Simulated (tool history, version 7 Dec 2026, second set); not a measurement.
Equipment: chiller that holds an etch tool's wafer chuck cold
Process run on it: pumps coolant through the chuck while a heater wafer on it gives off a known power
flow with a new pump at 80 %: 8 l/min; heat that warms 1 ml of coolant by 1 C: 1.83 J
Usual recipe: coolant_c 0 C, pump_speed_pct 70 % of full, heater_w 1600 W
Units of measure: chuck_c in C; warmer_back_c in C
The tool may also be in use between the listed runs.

run 1 day=0 | coolant_c=0 pump_speed_pct=70 heater_w=1600 | chuck_c=18.2 warmer_back_c=7.98
run 2 day=2.925 | coolant_c=0 pump_speed_pct=70 heater_w=1600 | chuck_c=18.4 warmer_back_c=7.99
run 3 day=5.467 | coolant_c=0 pump_speed_pct=70 heater_w=1600 | chuck_c=18.3 warmer_back_c=8.09
run 4 day=9.212 | coolant_c=0 pump_speed_pct=70 heater_w=1413 | chuck_c=16.4 warmer_back_c=7.07
run 5 day=11.071 | coolant_c=0 pump_speed_pct=70 heater_w=2318 | chuck_c=26.7 warmer_back_c=11.56
run 6 day=14.575 | coolant_c=0 pump_speed_pct=70 heater_w=1600 | chuck_c=18.6 warmer_back_c=8.08
run 7 day=18.2 | coolant_c=0 pump_speed_pct=70 heater_w=1600 | chuck_c=18.7 warmer_back_c=8.04
run 8 day=21.708 | coolant_c=0 pump_speed_pct=70 heater_w=1600 | chuck_c=18.7 warmer_back_c=8.15
run 9 day=23.862 | coolant_c=0 pump_speed_pct=78 heater_w=1600 | chuck_c=17 warmer_back_c=7.17
run 10 day=27.2 | coolant_c=0 pump_speed_pct=70 heater_w=1099 | chuck_c=12.9 warmer_back_c=5.55
run 11 day=30.004 | coolant_c=4 pump_speed_pct=70 heater_w=1600 | chuck_c=22.8 warmer_back_c=8.1
-- day=30.488 coolant pump overhauled
run 12 day=33.412 | coolant_c=-6 pump_speed_pct=70 heater_w=1600 | chuck_c=13.3 warmer_back_c=8.27
run 13 day=37.167 | coolant_c=-5 pump_speed_pct=70 heater_w=1600 | chuck_c=14.1 warmer_back_c=8.32
run 14 day=41.008 | coolant_c=-5 pump_speed_pct=70 heater_w=1600 | chuck_c=14.4 warmer_back_c=8.38
run 15 day=43.246 | coolant_c=0 pump_speed_pct=70 heater_w=1600 | chuck_c=19.4 warmer_back_c=8.28
-- day=45.512 chiller's thermometer calibrated
run 16 day=46.304 | coolant_c=0 pump_speed_pct=70 heater_w=1600 | chuck_c=19.4 warmer_back_c=8.28
run 17 day=49.042 | coolant_c=0 pump_speed_pct=63 heater_w=1930 | chuck_c=25.5 warmer_back_c=11.34
-- day=51.846 coolant pump overhauled, once more
run 18 day=52.279 | coolant_c=8 pump_speed_pct=63 heater_w=1930 | chuck_c=31.9 warmer_back_c=10.41
run 19 day=56.067 | coolant_c=8 pump_speed_pct=63 heater_w=1930 | chuck_c=32 warmer_back_c=10.44
run 20 day=58.504 | coolant_c=9 pump_speed_pct=63 heater_w=1166 | chuck_c=23.5 warmer_back_c=6.34
run 21 day=61.946 | coolant_c=-8 pump_speed_pct=70 heater_w=930 | chuck_c=2.7 warmer_back_c=4.48
run 22 day=63.542 | coolant_c=-8 pump_speed_pct=70 heater_w=930 | chuck_c=2.6 warmer_back_c=4.43
run 23 day=67.417 | coolant_c=-8 pump_speed_pct=93 heater_w=930 | chuck_c=0.4 warmer_back_c=3.21
run 24 day=69.154 | coolant_c=-7 pump_speed_pct=78 heater_w=1600 | chuck_c=9.8 warmer_back_c=6.8
run 25 day=72.525 | coolant_c=-1 pump_speed_pct=61 heater_w=1836 | chuck_c=22.8 warmer_back_c=10.35
run 26 day=75.05 | coolant_c=-1 pump_speed_pct=61 heater_w=1836 | chuck_c=22.8 warmer_back_c=10.29
run 27 day=78.796 | coolant_c=-1 pump_speed_pct=61 heater_w=1836 | chuck_c=22.9 warmer_back_c=10.38
run 28 day=80.817 | coolant_c=-1 pump_speed_pct=61 heater_w=1836 | chuck_c=23.1 warmer_back_c=10.25
run 29 day=83.346 | coolant_c=7 pump_speed_pct=61 heater_w=1443 | chuck_c=25.8 warmer_back_c=8.18
run 30 day=85.592 | coolant_c=7 pump_speed_pct=61 heater_w=1443 | chuck_c=26 warmer_back_c=8.08

Expected results for the next run?
run 31 day=89.425 | coolant_c=7 pump_speed_pct=61 heater_w=1443 | chuck_c=? warmer_back_c=?

chuck_c: 26 C
warmer_back_c: 8.12 C
Without the tool's hidden state the same run would have given chuck_c 24 C, warmer_back_c 7.94 C.
